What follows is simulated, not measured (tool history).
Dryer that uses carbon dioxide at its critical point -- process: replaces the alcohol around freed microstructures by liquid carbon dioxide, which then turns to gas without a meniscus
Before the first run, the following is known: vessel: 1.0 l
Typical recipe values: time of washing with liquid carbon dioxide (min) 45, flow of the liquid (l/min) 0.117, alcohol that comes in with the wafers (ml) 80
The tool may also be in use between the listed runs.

run,day,time of washing with liquid carbon dioxide (min),flow of the liquid (l/min),alcohol that comes in with the wafers (ml),alcohol left in the vessel before it's heated (ppm by volume)
1,0.000,45,0.117,80,2166
2,1.012,45,0.117,80,2291
3,2.688,45,0.157,80,792
4,3.625,45,0.157,80,838
5,5.550,45,0.157,80,874
6,7.383,45,0.157,80,881
7,9.121,45,0.157,80,912
8,10.383,45,0.157,80,942
9,12.342,54,0.157,80,487
10,13.221,54,0.088,65,3037
11,14.571,54,0.088,65,2961
12,15.546,54,0.088,65,3052
13,17.408,54,0.087,119,5880
14,19.504,45,0.117,70,2680
15,20.396,45,0.072,28,3605
16,21.254,45,0.072,28,3732
17,22.592,29,0.182,39,1735

Some steps in alcohol left in the vessel before it's heated (ppm by volume), run to run, broken into two amounts with sign: the step expected even without the hidden condition (settings, incoming material, random variation), and the rest, left for the hidden condition together with whatever gauge scatter is not in both the measured and the hidden-condition-free result:
Unlogged tool condition in this case: flow that reaches the vessel past the clogged filter, %; alcohol in the recycled carbon dioxide, ppm; drift of the gauge itself on alcohol_ppm, %.
Run 12 -> 13: flow of the liquid (l/min) 0.088 -> 0.087, alcohol that comes in with the wafers (ml) 65 -> 119. alcohol left in the vessel before it's heated (ppm by volume) +2828: hidden state +1297, all else +1531.
Run 13 -> 14: time of washing with liquid carbon dioxide (min) 54 -> 45, flow of the liquid (l/min) 0.087 -> 0.117, alcohol that comes in with the wafers (ml) 119 -> 70. alcohol left in the vessel before it's heated (ppm by volume) -3200: hidden state -1293, all else -1907.
